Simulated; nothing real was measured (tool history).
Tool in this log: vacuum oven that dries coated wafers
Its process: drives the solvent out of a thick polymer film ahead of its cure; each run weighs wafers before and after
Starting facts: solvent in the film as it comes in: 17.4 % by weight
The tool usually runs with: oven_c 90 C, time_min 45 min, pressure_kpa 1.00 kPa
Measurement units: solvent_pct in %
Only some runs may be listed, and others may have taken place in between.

| run | hour | oven_c | time_min | pressure_kpa | solvent_pct |
|---|---|---|---|---|---|
| 1 | 0.0 | 90 | 45 | 1.00 | 0.95 |
| 2 | 12.8 | 90 | 45 | 0.52 | 0.82 |
| 3 | 21.4 | 90 | 45 | 1.00 | 1.04 |
| 4 | 30.0 | 90 | 45 | 1.00 | 0.99 |
| 5 | 40.9 | 90 | 45 | 1.00 | 1.03 |
| 6 | 48.9 | 90 | 45 | 1.00 | 1.10 |
| 7 | 58.2 | 90 | 45 | 1.00 | 1.05 |
| 8 | 63.7 | 90 | 45 | 1.00 | 1.01 |
| 9 | 75.6 | 90 | 45 | 1.07 | 1.12 |
| 10 | 85.8 | 90 | 45 | 1.07 | 1.03 |
| 11 | 93.2 | 90 | 45 | 1.07 | 1.07 |
| 12 | 105.4 | 90 | 45 | 1.07 | 1.00 |
| 13 | 113.4 | 90 | 45 | 1.07 | 1.01 |
| 14 | 120.2 | 90 | 45 | 0.76 | 1.02 |
| 15 | 129.8 | 90 | 45 | 2.18 | 1.39 |
| 16 | 135.7 | 90 | 45 | 2.18 | 1.40 |
| 17 | 144.4 | 90 | 45 | 2.18 | 1.38 |
| 18 | 156.8 | 90 | 45 | 2.18 | 1.47 |
| 19 | 165.4 | 83 | 32 | 2.18 | 3.84 |
| 20 | 171.2 | 83 | 59 | 2.28 | 1.85 |
| 21 | 181.6 | 83 | 59 | 2.28 | 1.83 |
| 22 | 194.6 | 83 | 59 | 2.28 | 1.85 |
| 23 | 200.0 | 86 | 80 | 2.28 | 1.11 |
| 24 | 208.9 | 91 | 36 | 1.00 | 1.42 |
| 25 | 217.5 | 105 | 36 | 3.97 | 0.88 |
| 26 | 228.8 | 90 | 48 | 3.10 | 1.61 |
| 27 | 236.4 | 99 | 32 | 1.00 | 0.83 |
| 28 | 247.7 | 90 | 35 | 3.92 | 2.57 |
| 29 | 260.6 | 89 | 30 | 1.13 | 2.48 |
| 30 | 266.6 | 89 | 30 | 1.13 | 2.41 |
| 31 | 277.6 | 77 | 45 | 2.79 | 4.14 |
| 32 | 287.0 | 90 | 55 | 1.12 | 0.85 |

Each row is a separate what-if for the run after 32, all from the same tool condition, not one after another. Results?
| A | 298.5 | 81 | 26 | 1.12 | ? |
| B | 298.5 | 78 | 59 | 1.86 | ? |
| C | 298.5 | 88 | 45 | 1.00 | ? |

| run | solvent_pct |
|---|---|
| A | 4.95 |
| B | 2.60 |
| C | 1.33 |
Had the tool no hidden state, the same runs would have come out as:
| run | solvent_pct |
|---|---|
| A | 4.82 |
| B | 2.47 |
| C | 1.24 |
